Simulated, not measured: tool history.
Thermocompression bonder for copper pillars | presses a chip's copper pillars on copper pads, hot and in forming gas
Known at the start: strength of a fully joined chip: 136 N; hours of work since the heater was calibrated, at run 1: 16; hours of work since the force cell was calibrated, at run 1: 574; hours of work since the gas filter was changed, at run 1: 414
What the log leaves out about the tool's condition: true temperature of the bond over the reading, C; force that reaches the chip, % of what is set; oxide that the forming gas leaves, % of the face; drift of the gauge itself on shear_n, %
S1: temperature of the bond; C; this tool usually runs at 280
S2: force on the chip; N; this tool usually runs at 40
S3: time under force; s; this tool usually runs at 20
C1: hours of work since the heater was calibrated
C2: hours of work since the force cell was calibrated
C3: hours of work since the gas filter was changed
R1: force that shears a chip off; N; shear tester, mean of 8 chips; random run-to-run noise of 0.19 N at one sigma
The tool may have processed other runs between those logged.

run	hour	S1	S2	S3	C1	C2	C3	R1
1	0	280	40	20	16	574	414	75.8
2	6.6	280	40	20	20	579	418	75.9
3	12.5	280	40	20	25	583	423	75.8
4	19.2	280	40	20	29	588	427	75.5
5	28.4	280	40	20	36	594	434	75.8
# hour 31.2: forming gas filter changed
6	38.7	308	40	20	43	601	5	101.1
7	46.4	308	40	20	48	607	11	101.6
8	54.1	280	28	28	54	612	16	73.6
9	59.8	280	28	28	58	616	20	73.2
10	67.5	265	39	11	63	622	26	53.8
11	77.3	290	40	20	70	629	33	87.8

Measured result minus the same run's result without the hidden state. Both carry the same run-to-run variation, though not necessarily the same gauge scatter:
run	R1
1	-6.1
2	-6.1
3	-6.2
4	-6.2
5	-6.3
6	-1.8
7	-1.8
8	-1.8
9	-1.8
10	-1.4
11	-2.1
